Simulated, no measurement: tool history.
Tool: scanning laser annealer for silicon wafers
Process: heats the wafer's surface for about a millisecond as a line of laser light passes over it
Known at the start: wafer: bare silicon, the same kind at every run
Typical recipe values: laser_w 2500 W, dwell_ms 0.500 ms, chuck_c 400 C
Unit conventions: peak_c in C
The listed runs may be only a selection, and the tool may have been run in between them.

run   hour  laser_w  dwell_ms  chuck_c  peak_c
  1    0.0     2500     0.500      400    1089
  2   17.5     2500     0.500      400    1088
  3   42.2     2618     0.500      400    1125
  4   70.5     2618     0.500      400    1126
  5  101.0     2500     0.500      400    1084
  6  123.2     2500     0.547      400    1116
  7  140.2     2500     0.547      400    1117
  8  170.0     2500     0.547      400    1114
     186.5  -- optics aligned, line set to its width
  9  199.0     2500     0.547      400    1135
 10  224.7     2500     0.547      400    1133
 11  247.1     2500     0.547      400    1133
 12  273.9     2500     0.547      400    1130
     277.7  -- window over the wafer cleaned
 13  297.2     2128     0.545      432    1027
 14  314.7     2194     0.503      373     967
 15  332.5     2194     0.503      373     963
 16  350.8     2281     0.500      400    1016
     373.4  -- window over the wafer cleaned, once more
 17  383.6     2712     0.426      411    1142
 18  400.3     2138     0.481      375     958
 19  420.3     2138     0.481      375     959
 20  442.8     2138     0.592      361    1009
 21  462.9     2138     0.592      361    1010

Here are 3 independent what-if runs from the current tool condition. What would each one return?
  A  484.4     2640     0.557      365       ?
  B  484.4     2190     0.592      396       ?
  C  484.4     2174     0.479      380       ?

run  peak_c
  A    1174
  B    1067
  C     972
Take away the tool's hidden state, keep each run's random variation, and the runs would have read:
run  peak_c
  A    1179
  B    1070
  C     975
